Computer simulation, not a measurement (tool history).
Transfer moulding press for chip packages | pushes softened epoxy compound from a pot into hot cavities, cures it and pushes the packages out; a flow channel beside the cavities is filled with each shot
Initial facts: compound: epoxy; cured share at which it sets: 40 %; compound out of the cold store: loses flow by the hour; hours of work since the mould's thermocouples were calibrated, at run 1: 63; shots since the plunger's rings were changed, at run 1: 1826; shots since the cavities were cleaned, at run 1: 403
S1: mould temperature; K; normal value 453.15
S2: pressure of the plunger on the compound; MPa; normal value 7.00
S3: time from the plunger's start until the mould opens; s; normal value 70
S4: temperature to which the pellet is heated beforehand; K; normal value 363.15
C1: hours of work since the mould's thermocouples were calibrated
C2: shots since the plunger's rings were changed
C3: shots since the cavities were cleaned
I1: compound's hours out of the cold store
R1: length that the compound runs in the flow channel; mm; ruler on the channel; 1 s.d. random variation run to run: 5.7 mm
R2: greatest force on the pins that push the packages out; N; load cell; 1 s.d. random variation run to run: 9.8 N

run 1 hour=0.0 | S1=453.15 S2=7.00 S3=70 S4=363.15 | C1=63 C2=1826 C3=403 | I1=40.5 | R1=557 R2=524
-- hour=9.7 cavities cleaned with cleaning compound and waxed
run 2 hour=21.5 | S1=453.15 S2=7.00 S3=70 S4=363.15 | C1=74 C2=2131 C3=180 | I1=16.0 | R1=577 R2=519
run 3 hour=42.2 | S1=453.15 S2=7.00 S3=70 S4=363.15 | C1=85 C2=2445 C3=494 | I1=30.3 | R1=558 R2=592
-- hour=47.8 cavities cleaned with cleaning compound and waxed
run 4 hour=75.8 | S1=453.15 S2=6.79 S3=70 S4=363.15 | C1=103 C2=2935 C3=427 | I1=28.7 | R1=556 R2=575
-- hour=84.5 cavities cleaned with cleaning compound and waxed
run 5 hour=98.7 | S1=453.15 S2=6.79 S3=70 S4=363.15 | C1=115 C2=3260 C3=216 | I1=18.0 | R1=562 R2=518
run 6 hour=117.8 | S1=453.15 S2=8.10 S3=70 S4=363.15 | C1=126 C2=3551 C3=507 | I1=18.9 | R1=627 R2=613
-- hour=123.4 cavities cleaned with cleaning compound and waxed
run 7 hour=147.1 | S1=453.15 S2=7.00 S3=70 S4=364.15 | C1=142 C2=3973 C3=361 | I1=37.4 | R1=538 R2=559
-- hour=160.0 cavities cleaned with cleaning compound and waxed
-- hour=196.1 cavities cleaned with cleaning compound and waxed
run 8 hour=196.7 | S1=453.15 S2=7.00 S3=70 S4=364.15 | C1=168 C2=4683 C3=8 | I1=26.2 | R1=544 R2=473
run 9 hour=225.1 | S1=449.15 S2=7.00 S3=70 S4=364.15 | C1=184 C2=5116 C3=441 | I1=16.9 | R1=564 R2=725
-- hour=232.9 cavities cleaned with cleaning compound and waxed
run 10 hour=263.1 | S1=449.15 S2=7.00 S3=70 S4=364.15 | C1=204 C2=5671 C3=460 | I1=8.2 | R1=560 R2=793
-- hour=269.1 cavities cleaned with cleaning compound and waxed
-- hour=306.6 cavities cleaned with cleaning compound and waxed
run 11 hour=306.7 | S1=453.15 S2=7.00 S3=70 S4=363.15 | C1=227 C2=6290 C3=3 | I1=17.3 | R1=544 R2=448
-- hour=321.7 plunger's sealing rings changed
run 12 hour=331.1 | S1=453.15 S2=7.00 S3=70 S4=363.15 | C1=239 C2=142 C3=335 | I1=22.0 | R1=600 R2=554
-- hour=346.2 cavities cleaned with cleaning compound and waxed
run 13 hour=363.1 | S1=453.15 S2=7.00 S3=70 S4=363.15 | C1=257 C2=607 C3=257 | I1=46.3 | R1=553 R2=524
-- hour=382.5 cavities cleaned with cleaning compound and waxed
run 14 hour=401.5 | S1=453.15 S2=7.00 S3=70 S4=363.15 | C1=277 C2=1169 C3=290 | I1=39.6 | R1=550 R2=534
-- hour=405.5 mould's thermocouples calibrated
-- hour=420.9 cavities cleaned with cleaning compound and waxed
run 15 hour=438.6 | S1=453.15 S2=7.00 S3=70 S4=363.15 | C1=18 C2=1680 C3=270 | I1=43.4 | R1=537 R2=529
-- hour=457.8 cavities cleaned with cleaning compound and waxed
run 16 hour=463.6 | S1=452.15 S2=6.20 S3=97 S4=361.15 | C1=31 C2=2037 C3=87 | I1=22.8 | R1=544 R2=387
-- hour=495.8 cavities cleaned with cleaning compound and waxed
run 17 hour=509.4 | S1=451.15 S2=7.43 S3=70 S4=370.15 | C1=56 C2=2712 C3=207 | I1=39.2 | R1=575 R2=561
-- hour=532.0 cavities cleaned with cleaning compound and waxed
run 18 hour=544.5 | S1=451.15 S2=7.43 S3=70 S4=370.15 | C1=75 C2=3223 C3=190 | I1=39.5 | R1=560 R2=557
-- hour=568.5 cavities cleaned with cleaning compound and waxed
-- hour=572.5 mould's thermocouples calibrated, once more
run 19 hour=583.6 | S1=449.15 S2=7.00 S3=70 S4=370.15 | C1=6 C2=3765 C3=200 | I1=18.5 | R1=571 R2=669
-- hour=608.5 cavities cleaned with cleaning compound and waxed
run 20 hour=611.6 | S1=453.15 S2=5.91 S3=81 S4=363.15 | C1=21 C2=4168 C3=46 | I1=36.7 | R1=486 R2=379
run 21 hour=640.4 | S1=451.15 S2=6.63 S3=81 S4=355.15 | C1=37 C2=4607 C3=485 | I1=12.7 | R1=552 R2=532
-- hour=644.8 cavities cleaned with cleaning compound and waxed
run 22 hour=668.7 | S1=451.15 S2=6.63 S3=107 S4=361.15 | C1=52 C2=5015 C3=365 | I1=20.6 | R1=540 R2=418
-- hour=681.7 cavities cleaned with cleaning compound and waxed
run 23 hour=710.8 | S1=451.15 S2=6.63 S3=56 S4=360.15 | C1=75 C2=5633 C3=443 | I1=19.4 | R1=535 R2=1209
-- hour=720.1 cavities cleaned with cleaning compound and waxed
run 24 hour=743.8 | S1=458.15 S2=7.00 S3=70 S4=363.15 | C1=93 C2=6112 C3=361 | I1=13.6 | R1=534 R2=474
-- hour=756.6 cavities cleaned with cleaning compound and waxed
-- hour=772.1 plunger's sealing rings changed
run 25 hour=776.0 | S1=451.15 S2=7.00 S3=60 S4=363.15 | C1=109 C2=60 C3=257 | I1=20.9 | R1=597 R2=904
-- hour=795.6 cavities cleaned with cleaning compound and waxed
run 26 hour=820.5 | S1=458.15 S2=6.68 S3=70 S4=363.15 | C1=133 C2=715 C3=380 | I1=17.1 | R1=573 R2=483
-- hour=832.6 cavities cleaned with cleaning compound and waxed
run 27 hour=858.0 | S1=458.15 S2=6.68 S3=70 S4=363.15 | C1=153 C2=1262 C3=386 | I1=46.8 | R1=527 R2=476

Measured minus without-hidden-state, run by run (identical run-to-run variation in each term; gauge scatter may differ):
Unlogged tool condition in this case: true mould temperature over the reading, C; pressure that reaches the compound, % of what is set; grip of the stained cavities, % over clean ones'; drift of the gauge itself on flow_mm, %; drift of the gauge itself on push_out_n, %.
run=1 R1=-18 R2=+99
run=2 R1=-23 R2=+65
run=3 R1=-26 R2=+136
run=4 R1=-29 R2=+125
run=5 R1=-33 R2=+76
run=6 R1=-40 R2=+150
run=7 R1=-40 R2=+115
run=8 R1=-48 R2=+6
run=9 R1=-55 R2=+164
run=10 R1=-61 R2=+190
run=11 R1=-67 R2=+12
run=12 R1=-2 R2=+110
run=13 R1=-6 R2=+86
run=14 R1=-11 R2=+97
run=15 R1=-17 R2=+111
run=16 R1=-20 R2=+27
run=17 R1=-28 R2=+87
run=18 R1=-32 R2=+85
run=19 R1=-39 R2=+106
run=20 R1=-38 R2=+17
run=21 R1=-48 R2=+121
run=22 R1=-51 R2=+88
run=23 R1=-57 R2=+296
run=24 R1=-65 R2=+104
run=25 R1=-2 R2=+165
run=26 R1=-7 R2=+105
run=27 R1=-12 R2=+102
